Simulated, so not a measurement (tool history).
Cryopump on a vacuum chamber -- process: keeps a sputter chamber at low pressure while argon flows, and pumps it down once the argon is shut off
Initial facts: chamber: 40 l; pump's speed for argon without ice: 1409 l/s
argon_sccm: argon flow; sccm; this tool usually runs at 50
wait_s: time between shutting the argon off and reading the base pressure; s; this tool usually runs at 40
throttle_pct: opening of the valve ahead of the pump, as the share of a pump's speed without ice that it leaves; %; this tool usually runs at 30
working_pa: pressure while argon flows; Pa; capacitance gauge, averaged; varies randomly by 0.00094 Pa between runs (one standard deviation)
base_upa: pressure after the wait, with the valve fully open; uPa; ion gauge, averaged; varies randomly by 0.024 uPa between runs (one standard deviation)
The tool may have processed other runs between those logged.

run 1 hour=0.0 | argon_sccm=50 wait_s=40 throttle_pct=30 | working_pa=0.2033 base_upa=1.33
run 2 hour=18.3 | argon_sccm=50 wait_s=40 throttle_pct=30 | working_pa=0.2031 base_upa=1.31
run 3 hour=39.8 | argon_sccm=50 wait_s=40 throttle_pct=30 | working_pa=0.2030 base_upa=1.27
run 4 hour=60.0 | argon_sccm=55 wait_s=40 throttle_pct=30 | working_pa=0.2237 base_upa=1.30
run 5 hour=75.7 | argon_sccm=55 wait_s=40 throttle_pct=30 | working_pa=0.2250 base_upa=1.27
run 6 hour=87.4 | argon_sccm=55 wait_s=40 throttle_pct=30 | working_pa=0.2249 base_upa=1.31
run 7 hour=99.0 | argon_sccm=20 wait_s=40 throttle_pct=30 | working_pa=0.0808 base_upa=1.33
run 8 hour=120.4 | argon_sccm=50 wait_s=40 throttle_pct=28 | working_pa=0.2183 base_upa=1.26
run 9 hour=129.5 | argon_sccm=50 wait_s=40 throttle_pct=28 | working_pa=0.2165 base_upa=1.25
run 10 hour=149.3 | argon_sccm=50 wait_s=40 throttle_pct=28 | working_pa=0.2164 base_upa=1.33
run 11 hour=160.5 | argon_sccm=50 wait_s=40 throttle_pct=30 | working_pa=0.2051 base_upa=1.29
run 12 hour=173.1 | argon_sccm=50 wait_s=40 throttle_pct=30 | working_pa=0.2048 base_upa=1.27
run 13 hour=193.9 | argon_sccm=50 wait_s=67 throttle_pct=30 | working_pa=0.2037 base_upa=1.05
run 14 hour=206.3 | argon_sccm=50 wait_s=40 throttle_pct=30 | working_pa=0.2042 base_upa=1.31
run 15 hour=220.3 | argon_sccm=50 wait_s=40 throttle_pct=30 | working_pa=0.2057 base_upa=1.32
run 16 hour=235.0 | argon_sccm=37 wait_s=40 throttle_pct=18 | working_pa=0.2508 base_upa=1.31
run 17 hour=245.9 | argon_sccm=24 wait_s=106 throttle_pct=29 | working_pa=0.1007 base_upa=0.90
run 18 hour=263.4 | argon_sccm=40 wait_s=216 throttle_pct=16 | working_pa=0.3060 base_upa=0.83
run 19 hour=283.1 | argon_sccm=73 wait_s=47 throttle_pct=16 | working_pa=0.5548 base_upa=1.19
run 20 hour=302.5 | argon_sccm=73 wait_s=47 throttle_pct=16 | working_pa=0.5512 base_upa=1.23
run 21 hour=320.1 | argon_sccm=49 wait_s=205 throttle_pct=41 | working_pa=0.1489 base_upa=0.79
run 22 hour=337.4 | argon_sccm=49 wait_s=205 throttle_pct=41 | working_pa=0.1469 base_upa=0.79
run 23 hour=350.5 | argon_sccm=87 wait_s=113 throttle_pct=30 | working_pa=0.3565 base_upa=0.86
run 24 hour=363.9 | argon_sccm=87 wait_s=113 throttle_pct=30 | working_pa=0.3571 base_upa=0.91
run 25 hour=384.1 | argon_sccm=87 wait_s=113 throttle_pct=30 | working_pa=0.3569 base_upa=0.90
run 26 hour=397.9 | argon_sccm=64 wait_s=291 throttle_pct=33 | working_pa=0.2397 base_upa=0.77
run 27 hour=415.6 | argon_sccm=80 wait_s=109 throttle_pct=47 | working_pa=0.2136 base_upa=0.92
run 28 hour=435.0 | argon_sccm=44 wait_s=40 throttle_pct=45 | working_pa=0.1218 base_upa=1.34
run 29 hour=451.5 | argon_sccm=44 wait_s=21 throttle_pct=42 | working_pa=0.1314 base_upa=1.91

Predict each of these 5 candidate next runs independently; none follows another, all start after run 29:
run A hour=465.3 | argon_sccm=46 wait_s=29 throttle_pct=30 | working_pa=? base_upa=?
run B hour=465.3 | argon_sccm=44 wait_s=38 throttle_pct=42 | working_pa=? base_upa=?
run C hour=465.3 | argon_sccm=93 wait_s=40 throttle_pct=30 | working_pa=? base_upa=?
run D hour=465.3 | argon_sccm=44 wait_s=120 throttle_pct=50 | working_pa=? base_upa=?
run E hour=465.3 | argon_sccm=50 wait_s=64 throttle_pct=41 | working_pa=? base_upa=?

run=A working_pa=0.1872 base_upa=1.59
run=B working_pa=0.1303 base_upa=1.37
run=C working_pa=0.3809 base_upa=1.35
run=D working_pa=0.1107 base_upa=0.89
run=E working_pa=0.1518 base_upa=1.07
Take away the tool's hidden state, keep each run's random variation, and the runs would have read:
run=A working_pa=0.1823 base_upa=1.14
run=B working_pa=0.1255 base_upa=0.92
run=C working_pa=0.3708 base_upa=0.89
run=D working_pa=0.1058 base_upa=0.44
run=E working_pa=0.1464 base_upa=0.62
